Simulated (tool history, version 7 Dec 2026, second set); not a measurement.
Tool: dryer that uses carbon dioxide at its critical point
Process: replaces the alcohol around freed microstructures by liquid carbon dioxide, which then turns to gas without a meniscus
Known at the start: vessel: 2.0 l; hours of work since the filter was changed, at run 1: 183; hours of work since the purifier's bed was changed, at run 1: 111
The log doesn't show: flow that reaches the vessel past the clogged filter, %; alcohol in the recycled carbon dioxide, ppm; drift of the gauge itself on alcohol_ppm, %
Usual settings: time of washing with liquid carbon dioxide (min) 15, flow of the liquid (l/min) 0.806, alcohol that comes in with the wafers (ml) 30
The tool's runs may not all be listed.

| run | hour | time of washing with liquid carbon dioxide (min) | flow of the liquid (l/min) | alcohol that comes in with the wafers (ml) | hours of work since the filter was changed | hours of work since the purifier's bed was changed | alcohol left in the vessel before it's heated (ppm by volume) |
|---|---|---|---|---|---|---|---|
| 1 | 0.0 | 15 | 0.806 | 30 | 183 | 111 | 78 |
| 2 | 47.4 | 15 | 0.806 | 30 | 218 | 145 | 79 |
| 3 | 90.8 | 15 | 0.806 | 30 | 249 | 177 | 94 |
| 4 | 132.3 | 15 | 0.806 | 30 | 279 | 207 | 94 |
| 5 | 179.7 | 15 | 0.806 | 30 | 313 | 241 | 119 |
| 6 | 213.9 | 15 | 0.806 | 30 | 338 | 266 | 112 |
| 7 | 251.3 | 15 | 0.806 | 36 | 365 | 293 | 131 |
| 8 | 289.9 | 15 | 0.806 | 36 | 393 | 321 | 135 |
| 9 | 331.0 | 15 | 0.806 | 36 | 423 | 351 | 151 |
| 10 | 370.2 | 15 | 0.806 | 30 | 451 | 379 | 140 |
| 11 | 393.0 | 15 | 0.806 | 30 | 468 | 396 | 137 |
| 12 | 424.5 | 15 | 0.565 | 30 | 491 | 419 | 490 |
| 13 | 456.8 | 15 | 0.806 | 83 | 514 | 442 | 339 |
|  | 468.6 | inlet filter changed |
| 14 | 495.9 | 15 | 0.806 | 30 | 20 | 470 | 110 |
| 15 | 525.9 | 15 | 0.806 | 30 | 42 | 491 | 106 |
| 16 | 568.8 | 15 | 0.806 | 30 | 73 | 522 | 107 |
|  | 591.3 | purifier's bed changed |
| 17 | 616.4 | 15 | 0.806 | 30 | 105 | 18 | 52 |
| 18 | 664.4 | 16 | 1.322 | 42 | 140 | 53 | 13 |
| 19 | 691.6 | 21 | 1.020 | 25 | 159 | 73 | 15 |
| 20 | 722.8 | 21 | 1.020 | 25 | 182 | 95 | 9 |
| 21 | 745.9 | 20 | 0.843 | 25 | 199 | 112 | 18 |
| 22 | 773.3 | 12 | 0.685 | 83 | 219 | 132 | 1043 |
| 23 | 815.0 | 21 | 1.335 | 35 | 249 | 162 | 30 |
| 24 | 860.1 | 11 | 0.517 | 80 | 282 | 195 | 3195 |
| 25 | 906.5 | 11 | 0.517 | 80 | 315 | 228 | 3286 |
| 26 | 949.4 | 13 | 1.181 | 85 | 346 | 260 | 82 |
| 27 | 992.3 | 10 | 0.670 | 57 | 377 | 291 | 1665 |
| 28 | 1026.7 | 10 | 0.670 | 57 | 402 | 316 | 1721 |
| 29 | 1061.5 | 23 | 0.539 | 34 | 428 | 341 | 123 |
| 30 | 1115.8 | 15 | 0.550 | 41 | 467 | 380 | 687 |
| 31 | 1153.5 | 12 | 0.550 | 88 | 494 | 408 | 2860 |
|  | 1189.6 | inlet filter changed |
| 32 | 1194.7 | 17 | 0.709 | 49 | 4 | 437 | 122 |
| 33 | 1230.2 | 14 | 0.840 | 30 | 29 | 462 | 99 |
| 34 | 1255.4 | 18 | 0.563 | 30 | 48 | 481 | 166 |

Hidden state or all else? Some run-to-run changes of alcohol left in the vessel before it's heated (ppm by volume), split into what the settings, what came in and random variation would give without the hidden state, and what is left for the hidden state (with any gauge scatter that isn't in both results):
Run 23 -> 24: time of washing with liquid carbon dioxide (min) 21 -> 11, flow of the liquid (l/min) 1.335 -> 0.517, alcohol that comes in with the wafers (ml) 35 -> 80. alcohol left in the vessel before it's heated (ppm by volume) +3165: hidden state +684, all else +2481.
Run 25 -> 26: time of washing with liquid carbon dioxide (min) 11 -> 13, flow of the liquid (l/min) 0.517 -> 1.181, alcohol that comes in with the wafers (ml) 80 -> 85. alcohol left in the vessel before it's heated (ppm by volume) -3204: hidden state -736, all else -2468.
Run 30 -> 31: time of washing with liquid carbon dioxide (min) 15 -> 12, alcohol that comes in with the wafers (ml) 41 -> 88. alcohol left in the vessel before it's heated (ppm by volume) +2173: hidden state +803, all else +1370.
Run 31 -> 32: time of washing with liquid carbon dioxide (min) 12 -> 17, flow of the liquid (l/min) 0.550 -> 0.709, alcohol that comes in with the wafers (ml) 88 -> 49, inlet filter changed. alcohol left in the vessel before it's heated (ppm by volume) -2738: hidden state -1070, all else -1668.

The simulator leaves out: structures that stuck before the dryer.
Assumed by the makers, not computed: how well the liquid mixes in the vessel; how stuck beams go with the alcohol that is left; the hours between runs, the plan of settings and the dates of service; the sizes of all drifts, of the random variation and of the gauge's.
